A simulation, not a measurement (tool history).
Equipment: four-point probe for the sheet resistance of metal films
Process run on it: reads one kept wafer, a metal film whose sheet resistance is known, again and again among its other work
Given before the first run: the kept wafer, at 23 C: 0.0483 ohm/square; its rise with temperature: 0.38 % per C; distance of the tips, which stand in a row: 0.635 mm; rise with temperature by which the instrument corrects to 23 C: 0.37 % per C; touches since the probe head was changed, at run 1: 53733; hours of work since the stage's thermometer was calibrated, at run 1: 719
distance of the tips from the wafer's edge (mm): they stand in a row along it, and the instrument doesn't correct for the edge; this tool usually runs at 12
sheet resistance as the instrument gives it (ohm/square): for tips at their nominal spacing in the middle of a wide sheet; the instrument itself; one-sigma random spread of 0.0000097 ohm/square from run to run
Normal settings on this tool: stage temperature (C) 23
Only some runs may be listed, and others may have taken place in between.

| run | day | stage temperature (C) | distance of the tips from the wafer's edge (mm) | touches since the probe head was changed | hours of work since the stage's thermometer was calibrated | sheet resistance as the instrument gives it (ohm/square) |
|---|---|---|---|---|---|---|
| 1 | 0 | 23 | 12 | 53733 | 719 | 0.048395 |
| 2 | 2.196 | 23 | 9 | 54694 | 761 | 0.04842 |
| 3 | 5.038 | 23 | 9 | 55940 | 815 | 0.048436 |
| 4 | 6.708 | 23 | 9 | 56672 | 847 | 0.048434 |
| 5 | 9.579 | 23 | 12 | 57929 | 902 | 0.048379 |
| 6 | 11.675 | 23 | 12 | 58846 | 942 | 0.048379 |
| 7 | 14.829 | 23 | 12 | 60228 | 1002 | 0.048383 |
| 8 | 16.35 | 20 | 12 | 60893 | 1031 | 0.048369 |
| 9 | 18.758 | 23 | 12 | 61948 | 1078 | 0.048369 |
| 10 | 20.767 | 23 | 12 | 62828 | 1116 | 0.048389 |
| 11 | 23.771 | 21 | 12 | 64145 | 1174 | 0.048367 |
| 12 | 25.562 | 21 | 12 | 64929 | 1208 | 0.048371 |
| 13 | 27.462 | 23 | 12 | 65761 | 1244 | 0.048376 |
| 14 | 29.371 | 23 | 12 | 66598 | 1281 | 0.048375 |
| 15 | 32.304 | 23 | 12 | 67881 | 1337 | 0.048387 |
| 16 | 35.112 | 23 | 12 | 69111 | 1390 | 0.048362 |
|  | 37.383 | new probe head fitted |
| 17 | 37.383 | 23 | 12 | 0 | 1433 | 0.048371 |
| 18 | 39.358 | 23 | 4 | 864 | 1471 | 0.048933 |
| 19 | 40.962 | 23 | 4 | 1567 | 1502 | 0.04895 |
| 20 | 42.254 | 23 | 4 | 2133 | 1526 | 0.04894 |
| 21 | 45.167 | 23 | 73 | 3409 | 1582 | 0.048295 |
| 22 | 47.721 | 23 | 73 | 4527 | 1631 | 0.048311 |
| 23 | 49.454 | 18 | 24 | 5286 | 1664 | 0.048306 |
| 24 | 51.142 | 28 | 6 | 6026 | 1696 | 0.048602 |
| 25 | 54.329 | 28 | 3 | 7422 | 1757 | 0.04945 |
| 26 | 57.092 | 28 | 3 | 8632 | 1810 | 0.04946 |
| 27 | 58.838 | 34 | 9 | 9396 | 1844 | 0.048469 |
| 28 | 60.754 | 21 | 9 | 10236 | 1880 | 0.048416 |
| 29 | 62.492 | 23 | 54 | 10997 | 1914 | 0.048311 |
| 30 | 64.825 | 23 | 54 | 12018 | 1958 | 0.048312 |
| 31 | 66.338 | 22 | 7 | 12681 | 1987 | 0.048518 |
| 32 | 68.892 | 27 | 16 | 13801 | 2036 | 0.048345 |
| 33 | 70.596 | 19 | 5 | 14547 | 2069 | 0.048707 |
| 34 | 72.592 | 23 | 24 | 15420 | 2107 | 0.048324 |
| 35 | 74.262 | 23 | 24 | 16152 | 2139 | 0.048331 |
| 36 | 77.296 | 20 | 3 | 17482 | 2197 | 0.049443 |
| 37 | 79.633 | 20 | 6 | 18505 | 2242 | 0.048582 |
| 38 | 82.05 | 20 | 6 | 19563 | 2288 | 0.048584 |
| 39 | 84.2 | 20 | 6 | 20504 | 2329 | 0.048602 |
|  | 85.208 | stage's thermometer calibrated |
| 40 | 85.738 | 28 | 3 | 21170 | 10 | 0.049467 |
| 41 | 88.412 | 35 | 28 | 22341 | 61 | 0.048364 |
| 42 | 90.892 | 35 | 28 | 23427 | 109 | 0.048352 |
| 43 | 93.879 | 31 | 54 | 24734 | 166 | 0.048319 |
| 44 | 95.65 | 22 | 8 | 25510 | 200 | 0.048487 |

How would selected steps in sheet resistance as the instrument gives it (ohm/square) from run to run divide? Give the signed amount a tool lacking its hidden state would still show from settings, what came in and random variation, and the signed amount left for the hidden state, including any gauge scatter that is not in both of the compared results.
What the log doesn't record here: inner tips' distance over the nominal, %; tips' flats over new ones', %; wafer's true temperature over the reading, C; drift of the gauge itself on sheet_ohm, %.
Run 2 -> 3: no setting changed, nothing entered. sheet resistance as the instrument gives it (ohm/square) +0.000016: hidden state +0.000001, all else +0.000015.
Run 3 -> 4: no setting changed, nothing entered. sheet resistance as the instrument gives it (ohm/square) -0.000002: hidden state -0.000001, all else -0.000001.
Run 16 -> 17: new probe head fitted. sheet resistance as the instrument gives it (ohm/square) +0.000009: hidden state -0.000011, all else +0.00002.
Run 26 -> 27: stage temperature (C) 28 -> 34, distance of the tips from the wafer's edge (mm) 3 -> 9. sheet resistance as the instrument gives it (ohm/square) -0.000991: hidden state +0.000001, all else -0.000992.
Run 35 -> 36: stage temperature (C) 23 -> 20, distance of the tips from the wafer's edge (mm) 24 -> 3. sheet resistance as the instrument gives it (ohm/square) +0.001112: hidden state +0, all else +0.001112.
Run 40 -> 41: stage temperature (C) 28 -> 35, distance of the tips from the wafer's edge (mm) 3 -> 28. sheet resistance as the instrument gives it (ohm/square) -0.001103: hidden state +0.000001, all else -0.001104.
